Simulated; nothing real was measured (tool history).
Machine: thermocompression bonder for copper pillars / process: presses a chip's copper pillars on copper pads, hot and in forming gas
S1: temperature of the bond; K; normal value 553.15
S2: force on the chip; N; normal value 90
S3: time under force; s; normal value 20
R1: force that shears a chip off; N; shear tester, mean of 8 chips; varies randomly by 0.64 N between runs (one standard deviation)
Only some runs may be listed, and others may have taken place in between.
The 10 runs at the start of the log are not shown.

run	hour	S1	S2	S3	R1
11	239.1	553.15	100	20	37.8
12	264.8	565.15	100	20	45.1
13	283.5	565.15	100	20	44.3
14	302.7	553.15	90	11	27.5
15	339.8	580.15	90	11	40.6
16	375.3	580.15	90	11	40.4
17	407.9	547.15	114	12	30.6
18	430.7	547.15	114	12	29.9
# hour 433.8: force cell calibrated
19	450.9	540.15	66	12	19.4
# hour 485.9: forming gas filter changed
20	485.9	553.15	89	24	41.4
21	517.9	530.15	70	13	19.4
# hour 524.5: force cell calibrated, once more
22	539.0	570.15	90	13	40.9
23	560.0	570.15	90	20	48.5
24	591.5	540.15	57	13	20.2
25	622.3	553.15	90	26	43.5
26	659.4	553.15	62	44	44.4
27	693.6	566.15	61	15	32.7
28	710.7	549.15	112	11	31.4
29	726.3	552.15	115	19	40.9
30	742.3	552.15	112	26	45.0
31	758.1	530.15	62	11	15.9
32	783.6	576.15	85	16	46.1

4 options for the next run, each taken on its own from the tool as it stands now. Forecast them:
A	819.0	574.15	85	16	?
B	819.0	574.15	125	42	?
C	819.0	527.15	82	20	?
D	819.0	529.15	106	19	?

run	R1
A	45.6
B	70.0
C	24.3
D	26.7
Stripped of hidden state, with their random variation kept, the same runs would have yielded:
run	R1
A	48.1
B	73.4
C	25.8
D	28.4
